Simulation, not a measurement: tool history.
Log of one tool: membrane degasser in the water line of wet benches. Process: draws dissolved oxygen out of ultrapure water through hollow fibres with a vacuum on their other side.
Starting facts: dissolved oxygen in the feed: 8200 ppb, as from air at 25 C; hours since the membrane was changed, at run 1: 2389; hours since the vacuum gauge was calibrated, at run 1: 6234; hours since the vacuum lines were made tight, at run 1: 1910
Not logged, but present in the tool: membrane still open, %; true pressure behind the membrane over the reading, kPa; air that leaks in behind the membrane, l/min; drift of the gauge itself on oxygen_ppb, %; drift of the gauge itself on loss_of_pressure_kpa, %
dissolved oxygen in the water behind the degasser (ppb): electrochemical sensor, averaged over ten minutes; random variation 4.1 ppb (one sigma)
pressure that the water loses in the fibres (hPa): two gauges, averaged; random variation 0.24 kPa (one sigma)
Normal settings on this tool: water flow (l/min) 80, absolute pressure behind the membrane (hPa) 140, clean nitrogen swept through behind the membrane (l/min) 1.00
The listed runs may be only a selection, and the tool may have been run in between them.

| run | hour | water flow (l/min) | absolute pressure behind the membrane (hPa) | clean nitrogen swept through behind the membrane (l/min) | hours since the membrane was changed | hours since the vacuum gauge was calibrated | hours since the vacuum lines were made tight | dissolved oxygen in the water behind the degasser (ppb) | pressure that the water loses in the fibres (hPa) |
|---|---|---|---|---|---|---|---|---|---|
| 1 | 0.0 | 80 | 140 | 1.00 | 2389 | 6234 | 1910 | 1322.5 | 638.8 |
| 2 | 54.2 | 80 | 140 | 1.00 | 2443 | 6288 | 1964 | 1325.3 | 643.2 |
|  | 85.5 | vacuum gauge calibrated |
| 3 | 117.9 | 80 | 140 | 1.00 | 2506 | 32 | 2027 | 1282.0 | 642.2 |
| 4 | 164.1 | 80 | 140 | 1.05 | 2552 | 79 | 2073 | 1248.8 | 641.2 |
| 5 | 265.3 | 80 | 140 | 0.58 | 2653 | 180 | 2175 | 1745.5 | 642.2 |
| 6 | 350.3 | 80 | 140 | 0.58 | 2738 | 265 | 2260 | 1757.0 | 646.1 |
| 7 | 411.4 | 80 | 140 | 0.58 | 2799 | 326 | 2321 | 1759.5 | 645.0 |
| 8 | 504.4 | 80 | 140 | 0.58 | 2892 | 419 | 2414 | 1740.7 | 649.0 |
| 9 | 587.9 | 80 | 140 | 1.00 | 2976 | 502 | 2497 | 1294.7 | 644.5 |
| 10 | 689.3 | 72 | 140 | 1.00 | 3077 | 604 | 2599 | 1210.4 | 578.7 |
| 11 | 795.4 | 80 | 140 | 1.00 | 3184 | 710 | 2705 | 1289.2 | 645.3 |
| 12 | 902.3 | 80 | 140 | 1.00 | 3290 | 817 | 2812 | 1291.0 | 649.4 |
| 13 | 994.2 | 80 | 140 | 1.00 | 3382 | 909 | 2903 | 1290.7 | 645.6 |
| 14 | 1050.7 | 52 | 174 | 1.31 | 3439 | 965 | 2960 | 1025.5 | 421.6 |
| 15 | 1104.7 | 52 | 330 | 2.74 | 3493 | 1019 | 3014 | 1115.6 | 420.3 |
| 16 | 1161.2 | 58 | 129 | 2.68 | 3549 | 1076 | 3070 | 447.3 | 468.9 |
| 17 | 1249.5 | 65 | 156 | 0.65 | 3638 | 1164 | 3159 | 1652.5 | 528.4 |
| 18 | 1329.1 | 111 | 140 | 1.73 | 3717 | 1244 | 3238 | 1135.2 | 902.3 |
| 19 | 1437.2 | 80 | 172 | 1.00 | 3825 | 1352 | 3346 | 1624.6 | 649.5 |
| 20 | 1490.1 | 80 | 140 | 0.75 | 3878 | 1405 | 3399 | 1522.0 | 650.7 |
| 21 | 1535.0 | 55 | 103 | 1.26 | 3923 | 1449 | 3444 | 587.7 | 448.1 |
|  | 1543.5 | seals of the vacuum lines changed |
| 22 | 1583.1 | 55 | 208 | 1.26 | 3969 | 1496 | 40 | 1328.6 | 449.7 |
| 23 | 1674.3 | 52 | 140 | 0.88 | 4060 | 1587 | 131 | 1065.1 | 423.2 |
| 24 | 1718.9 | 52 | 140 | 0.88 | 4105 | 1631 | 175 | 1065.8 | 419.0 |
| 25 | 1776.0 | 93 | 147 | 1.92 | 4162 | 1688 | 233 | 991.1 | 762.6 |

Hidden condition of the tool, last listed run before each entry between runs versus first listed run after:
In the gap between runs 2 and 3: vacuum gauge calibrated (hour 85.5)
  true pressure behind the membrane over the reading, kPa: 0.44 -> 0.04; air that leaks in behind the membrane, l/min: 0.009 -> 0.0092
  measured result minus the result with no hidden state, dissolved oxygen in the water behind the degasser (ppb): +44.5 -> +3.2; pressure that the water loses in the fibres (hPa): +13.4 -> +13.6
In the gap between runs 21 and 22: seals of the vacuum lines changed (hour 1543.5)
  membrane still open, %: 96.7 -> 96.6; air that leaks in behind the membrane, l/min: 0.0129 -> 0.0033
  measured result minus the result with no hidden state, dissolved oxygen in the water behind the degasser (ppb): +11.5 -> +10.0; pressure that the water loses in the fibres (hPa): +14.9 -> +15.1
